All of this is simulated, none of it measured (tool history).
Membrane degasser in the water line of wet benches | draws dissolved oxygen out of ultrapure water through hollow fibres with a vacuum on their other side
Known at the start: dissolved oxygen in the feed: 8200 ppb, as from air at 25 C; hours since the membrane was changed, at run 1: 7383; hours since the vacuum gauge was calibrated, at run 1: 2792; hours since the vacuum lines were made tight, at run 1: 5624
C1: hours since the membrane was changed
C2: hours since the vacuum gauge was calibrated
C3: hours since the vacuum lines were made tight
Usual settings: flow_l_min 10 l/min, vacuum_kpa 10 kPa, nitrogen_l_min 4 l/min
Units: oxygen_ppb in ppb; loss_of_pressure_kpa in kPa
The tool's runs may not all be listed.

run 1 day=0 | flow_l_min=10 vacuum_kpa=10 nitrogen_l_min=4 | C1=7383 C2=2792 C3=5624 | oxygen_ppb=271.9 loss_of_pressure_kpa=50.15
run 2 day=10.479 | flow_l_min=10 vacuum_kpa=10 nitrogen_l_min=4 | C1=7634 C2=3043 C3=5875 | oxygen_ppb=274.3 loss_of_pressure_kpa=49.85
run 3 day=19.138 | flow_l_min=10 vacuum_kpa=10 nitrogen_l_min=4 | C1=7842 C2=3251 C3=6083 | oxygen_ppb=272.4 loss_of_pressure_kpa=49.67
run 4 day=28.767 | flow_l_min=13 vacuum_kpa=10 nitrogen_l_min=4 | C1=8073 C2=3482 C3=6314 | oxygen_ppb=487.5 loss_of_pressure_kpa=64.03
run 5 day=34.992 | flow_l_min=13 vacuum_kpa=10 nitrogen_l_min=4 | C1=8222 C2=3632 C3=6464 | oxygen_ppb=484.3 loss_of_pressure_kpa=64.48
run 6 day=40.546 | flow_l_min=13 vacuum_kpa=10 nitrogen_l_min=4 | C1=8356 C2=3765 C3=6597 | oxygen_ppb=490 loss_of_pressure_kpa=64.8
run 7 day=48.362 | flow_l_min=10 vacuum_kpa=8.2 nitrogen_l_min=4 | C1=8543 C2=3953 C3=6785 | oxygen_ppb=260.2 loss_of_pressure_kpa=49.24
run 8 day=57.083 | flow_l_min=15 vacuum_kpa=8.2 nitrogen_l_min=4 | C1=8753 C2=4162 C3=6994 | oxygen_ppb=633.4 loss_of_pressure_kpa=74.11
run 9 day=65.721 | flow_l_min=10 vacuum_kpa=18.7 nitrogen_l_min=4 | C1=8960 C2=4369 C3=7201 | oxygen_ppb=326.6 loss_of_pressure_kpa=49.19
run 10 day=70.638 | flow_l_min=10 vacuum_kpa=10 nitrogen_l_min=4 | C1=9078 C2=4487 C3=7319 | oxygen_ppb=270 loss_of_pressure_kpa=49.16
run 11 day=79.2 | flow_l_min=10 vacuum_kpa=10 nitrogen_l_min=4 | C1=9283 C2=4693 C3=7525 | oxygen_ppb=272.6 loss_of_pressure_kpa=49.14
-- day=81.696 vacuum gauge calibrated
run 12 day=87.958 | flow_l_min=10 vacuum_kpa=10 nitrogen_l_min=4 | C1=9493 C2=150 C3=7734 | oxygen_ppb=278.1 loss_of_pressure_kpa=48.99
-- day=96.696 gauge calibrated
run 13 day=99.421 | flow_l_min=10 vacuum_kpa=10 nitrogen_l_min=4 | C1=9768 C2=425 C3=8010 | oxygen_ppb=271 loss_of_pressure_kpa=49.97
run 14 day=109.65 | flow_l_min=10 vacuum_kpa=10 nitrogen_l_min=4 | C1=10014 C2=671 C3=8255 | oxygen_ppb=275.5 loss_of_pressure_kpa=49.69
-- day=115.775 seals of the vacuum lines changed
run 15 day=120.354 | flow_l_min=10 vacuum_kpa=10 nitrogen_l_min=4 | C1=10269 C2=926 C3=110 | oxygen_ppb=275.4 loss_of_pressure_kpa=49.52
run 16 day=128.775 | flow_l_min=10 vacuum_kpa=10 nitrogen_l_min=4 | C1=10471 C2=1128 C3=312 | oxygen_ppb=277 loss_of_pressure_kpa=49.92
run 17 day=140.221 | flow_l_min=12 vacuum_kpa=10 nitrogen_l_min=4 | C1=10745 C2=1403 C3=587 | oxygen_ppb=410.7 loss_of_pressure_kpa=59.55
run 18 day=146.925 | flow_l_min=12 vacuum_kpa=10 nitrogen_l_min=4 | C1=10906 C2=1564 C3=748 | oxygen_ppb=413.3 loss_of_pressure_kpa=59.83
run 19 day=152.575 | flow_l_min=11 vacuum_kpa=16.2 nitrogen_l_min=4 | C1=11042 C2=1699 C3=883 | oxygen_ppb=382.5 loss_of_pressure_kpa=54.48
run 20 day=160.617 | flow_l_min=9 vacuum_kpa=10 nitrogen_l_min=4.1 | C1=11235 C2=1892 C3=1076 | oxygen_ppb=209.7 loss_of_pressure_kpa=44.34
run 21 day=172.4 | flow_l_min=10 vacuum_kpa=10 nitrogen_l_min=10.88 | C1=11518 C2=2175 C3=1359 | oxygen_ppb=250.4 loss_of_pressure_kpa=48.82
run 22 day=182.154 | flow_l_min=10 vacuum_kpa=10.3 nitrogen_l_min=2.13 | C1=11752 C2=2409 C3=1593 | oxygen_ppb=307.6 loss_of_pressure_kpa=49.14
run 23 day=189.133 | flow_l_min=6 vacuum_kpa=16.2 nitrogen_l_min=1.88 | C1=11919 C2=2577 C3=1761 | oxygen_ppb=147.6 loss_of_pressure_kpa=29.55
run 24 day=200.967 | flow_l_min=13 vacuum_kpa=16.2 nitrogen_l_min=4.18 | C1=12203 C2=2860 C3=2045 | oxygen_ppb=528.4 loss_of_pressure_kpa=62.96
run 25 day=207.625 | flow_l_min=13 vacuum_kpa=7 nitrogen_l_min=3.35 | C1=12363 C2=3020 C3=2204 | oxygen_ppb=468.9 loss_of_pressure_kpa=63.62
run 26 day=217.433 | flow_l_min=13 vacuum_kpa=8.2 nitrogen_l_min=3.35 | C1=12599 C2=3256 C3=2440 | oxygen_ppb=492.6 loss_of_pressure_kpa=63.39
run 27 day=227.867 | flow_l_min=10 vacuum_kpa=11.5 nitrogen_l_min=10.6 | C1=12849 C2=3506 C3=2690 | oxygen_ppb=250.1 loss_of_pressure_kpa=48.58
run 28 day=236.567 | flow_l_min=6 vacuum_kpa=13.7 nitrogen_l_min=10.6 | C1=13058 C2=3715 C3=2899 | oxygen_ppb=60.1 loss_of_pressure_kpa=28.72
run 29 day=248.446 | flow_l_min=6 vacuum_kpa=13.7 nitrogen_l_min=10.6 | C1=13343 C2=4000 C3=3184 | oxygen_ppb=60.2 loss_of_pressure_kpa=28.83
-- day=249.304 gauge calibrated
run 30 day=255.121 | flow_l_min=6 vacuum_kpa=13.7 nitrogen_l_min=10.6 | C1=13503 C2=4160 C3=3344 | oxygen_ppb=59.7 loss_of_pressure_kpa=30.05
run 31 day=261.638 | flow_l_min=7 vacuum_kpa=9 nitrogen_l_min=5.33 | C1=13659 C2=4317 C3=3501 | oxygen_ppb=97.5 loss_of_pressure_kpa=34.91

How the hidden state differs across the entries between the runs, from the last listed run before each to the first after it:
Between runs 11 and 12: vacuum gauge calibrated (day 81.696)
  drift of the gauge itself on loss_of_pressure_kpa, %: -1.97 -> -2.19
  measured less the result without the state, loss_of_pressure_kpa: -0.96 -> -1.07 kPa
Between runs 12 and 13: gauge calibrated (day 96.696)
  drift of the gauge itself on loss_of_pressure_kpa, %: -2.19 -> -0.07
  measured less the result without the state, loss_of_pressure_kpa: -1.07 -> -0.01 kPa
Between runs 14 and 15: seals of the vacuum lines changed (day 115.775)
  air that leaks in behind the membrane, l/min: 0.0022 -> 0.002; drift of the gauge itself on loss_of_pressure_kpa, %: -0.32 -> -0.59
  measured less the result without the state, loss_of_pressure_kpa: -0.13 -> -0.26 kPa
Between runs 29 and 30: gauge calibrated (day 249.304)
  drift of the gauge itself on loss_of_pressure_kpa, %: -3.77 -> -0.14
  measured less the result without the state, loss_of_pressure_kpa: -1.11 -> -0.02 kPa

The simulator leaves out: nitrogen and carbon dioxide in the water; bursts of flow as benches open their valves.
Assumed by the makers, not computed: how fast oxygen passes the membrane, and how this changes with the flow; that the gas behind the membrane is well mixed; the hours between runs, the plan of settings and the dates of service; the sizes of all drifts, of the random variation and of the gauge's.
